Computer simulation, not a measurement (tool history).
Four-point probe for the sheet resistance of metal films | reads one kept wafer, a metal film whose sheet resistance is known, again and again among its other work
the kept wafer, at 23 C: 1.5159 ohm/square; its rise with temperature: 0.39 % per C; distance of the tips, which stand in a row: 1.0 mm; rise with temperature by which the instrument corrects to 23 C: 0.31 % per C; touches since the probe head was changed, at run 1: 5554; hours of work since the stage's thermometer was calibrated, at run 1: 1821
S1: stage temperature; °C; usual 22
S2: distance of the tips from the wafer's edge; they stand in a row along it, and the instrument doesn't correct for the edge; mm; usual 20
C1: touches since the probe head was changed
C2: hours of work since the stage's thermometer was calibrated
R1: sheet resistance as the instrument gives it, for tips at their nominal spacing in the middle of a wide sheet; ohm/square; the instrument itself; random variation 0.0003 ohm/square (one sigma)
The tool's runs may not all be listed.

run     day  S1  S2     C1    C2        R1
  1       0  22  20   5554  1821  1.524212
  2   1.562  22  20   5994  1837  1.524321
  3   3.792  22  18   6622  1860  1.525556
  4   5.396  22  18   7073  1877  1.525344
  5   6.725  22  18   7447  1891  1.524697
  6   8.488  22  18   7943  1909  1.524611
  7   9.908  22  20   8342  1924  1.524714
  8  11.238  22  20   8717  1938  1.524653
  9  13.217  22  20   9275  1958  1.524452
 10  14.921  22  22   9753  1976  1.523507
 11  16.154  22  22  10101  1989  1.524533
 12  17.108  22  28  10369  1998  1.523377
 13  19.162  22  28  10948  2020  1.523902
 14  21.238  22  28  11532  2041  1.524128
 15  22.233  22  28  11812  2052  1.523908
 16  24.354  22  20  12409  2074  1.524763
 17  26.342  22  20  12968  2094  1.524864
 18  27.496  18  20  13294  2106   1.52036
 19  28.988  18  20  13714  2122  1.520822
 20  30.154  18   7  14042  2134   1.53508
 21  32.167  18   7  14609  2155   1.53475
 22  33.296  18   7  14926  2166  1.534633
 23  35.492  28  38  15544  2189  1.531183
     35.629  -- stage's thermometer calibrated
 24  37.504  35  40  16105    19  1.539108
 25  39.742  35  40  16735    43  1.538853
 26  40.908  28  10  17063    55  1.538808
 27   42.95  28  10  17638    76  1.538815
 28  45.158  22   8  18259    99  1.536102
 29  47.175  32  31  18828   120  1.535828
     47.512  -- stage's thermometer calibrated, once more
 30  48.288  32  31  19135     8  1.533821
 31  49.758  24  20  19549    23  1.525786
 32  50.871  30  20  19862    35  1.533508
 33  52.629  27  47  20356    53  1.528313
 34  54.196  24   4  20798    69  1.573915
 35  55.742  19   5  21233    85  1.550263
 36  57.283  33   5  21667   101  1.566901
 37  58.817  33   5  22098   117  1.567207
 38  59.717  29   5  22351   127  1.562494
 39  61.846  29   5  22951   149  1.562535
 40  64.079  24  54  23580   172  1.525095
 41  65.267  24  54  23914   184  1.525035
 42    67.2  30  27  24458   204  1.532747
 43   68.65  25  29  24866   219  1.526597
 44  70.821  20  74  25478   242  1.520484

Some steps in R1 between neighbouring runs. How much of each would the tool show without its hidden state too (settings, what came in, random variation), and how much is left for the hidden state, with any gauge scatter that isn't in both results?
The hidden state here: inner tips' distance over the nominal, %; tips' flats over new ones', %; wafer's true temperature over the reading, C; drift of the gauge itself on sheet_ohm, %.
Run 23 -> 24: S1 28 -> 35, S2 38 -> 40, stage's thermometer calibrated. R1 +0.007925 ohm/square: hidden state +0.000637, all else +0.007288.
Run 29 -> 30: stage's thermometer calibrated, once more. R1 -0.002007 ohm/square: hidden state -0.002169, all else +0.000162.
Run 33 -> 34: S1 27 -> 24, S2 47 -> 4. R1 +0.045602 ohm/square: hidden state +0.000237, all else +0.045365.
Run 34 -> 35: S1 24 -> 19, S2 4 -> 5. R1 -0.023652 ohm/square: hidden state -0.000062, all else -0.02359.
Run 39 -> 40: S1 29 -> 24, S2 5 -> 54. R1 -0.03744 ohm/square: hidden state -0.000109, all else -0.037331.

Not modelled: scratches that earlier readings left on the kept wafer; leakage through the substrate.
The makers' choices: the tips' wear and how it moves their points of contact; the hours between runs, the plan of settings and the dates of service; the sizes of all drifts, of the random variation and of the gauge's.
